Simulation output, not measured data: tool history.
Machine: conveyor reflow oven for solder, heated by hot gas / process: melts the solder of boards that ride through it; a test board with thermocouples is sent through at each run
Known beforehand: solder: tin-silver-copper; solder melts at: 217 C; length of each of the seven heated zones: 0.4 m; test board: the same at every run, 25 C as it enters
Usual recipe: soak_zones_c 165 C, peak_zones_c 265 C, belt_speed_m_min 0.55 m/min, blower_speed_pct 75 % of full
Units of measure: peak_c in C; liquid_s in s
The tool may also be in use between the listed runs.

Run 1, day 0: usual settings. Result: peak_c 254.2 C, liquid_s 66 s.
Run 2, day 0.275: usual settings. Result: peak_c 254.4 C, liquid_s 66.3 s.
Run 3, day 0.654: usual settings. Result: peak_c 253.6 C, liquid_s 66.1 s.
Run 4, day 1.075: usual settings but blower_speed_pct 83 % of full. Result: peak_c 255.3 C, liquid_s 67.3 s.
Run 5, day 1.421: usual settings but blower_speed_pct 83 % of full. Result: peak_c 256.1 C, liquid_s 67.4 s.
Run 6, day 1.771: usual settings but blower_speed_pct 83 % of full. Result: peak_c 255 C, liquid_s 67.3 s.
Run 7, day 2.067: usual settings but belt_speed_m_min 0.47 m/min. Result: peak_c 257.6 C, liquid_s 82.1 s.
At day 2.4: flux residue cleaned out of gas plates and filters.
Run 8, day 2.546: usual settings but peak_zones_c 269 C, belt_speed_m_min 0.47 m/min. Result: peak_c 261.9 C, liquid_s 84.1 s.
Run 9, day 2.942: usual settings. Result: peak_c 255 C, liquid_s 66.8 s.
Run 10, day 3.129: usual settings. Result: peak_c 254 C, liquid_s 65.6 s.
Run 11, day 3.362: usual settings. Result: peak_c 254.4 C, liquid_s 66 s.
Run 12, day 3.558: usual settings but blower_speed_pct 57 % of full. Result: peak_c 250.4 C, liquid_s 62.4 s.
Run 13, day 3.779: usual settings but blower_speed_pct 57 % of full. Result: peak_c 250.4 C, liquid_s 62.9 s.
Run 14, day 4.088: usual settings but blower_speed_pct 57 % of full. Result: peak_c 251.5 C, liquid_s 62 s.
Run 15, day 4.412: usual settings but blower_speed_pct 57 % of full. Result: peak_c 251.4 C, liquid_s 62.2 s.
Run 16, day 4.704: usual settings but blower_speed_pct 57 % of full. Result: peak_c 250.7 C, liquid_s 61.9 s.
Run 17, day 5.108: usual settings but soak_zones_c 157 C, blower_speed_pct 81 % of full. Result: peak_c 255.1 C, liquid_s 63.8 s.
Run 18, day 5.462: usual settings but soak_zones_c 162 C, belt_speed_m_min 0.476 m/min, blower_speed_pct 81 % of full. Result: peak_c 258.5 C, liquid_s 80.5 s.
Run 19, day 5.779: usual settings but peak_zones_c 254 C, belt_speed_m_min 0.496 m/min. Result: peak_c 245.8 C, liquid_s 67.7 s.
Run 20, day 6.062: usual settings but peak_zones_c 259 C, blower_speed_pct 83 % of full. Result: peak_c 249.6 C, liquid_s 63.1 s.
Run 21, day 6.312: usual settings but soak_zones_c 170 C, peak_zones_c 268 C, belt_speed_m_min 0.514 m/min, blower_speed_pct 64 % of full. Result: peak_c 257.4 C, liquid_s 75.3 s.

Estimate the outcome of run 22 from the log above:
Run 22, day 6.738: usual settings but soak_zones_c 170 C, peak_zones_c 268 C, belt_speed_m_min 0.514 m/min, blower_speed_pct 64 % of full. Result: peak_c ?, liquid_s ?.

Run 22 gave peak_c 257.7 C, liquid_s 74.4 s.
If the tool had no hidden condition, the same run with the same run-to-run variation would have returned peak_c 257.9 C, liquid_s 74.4 s.

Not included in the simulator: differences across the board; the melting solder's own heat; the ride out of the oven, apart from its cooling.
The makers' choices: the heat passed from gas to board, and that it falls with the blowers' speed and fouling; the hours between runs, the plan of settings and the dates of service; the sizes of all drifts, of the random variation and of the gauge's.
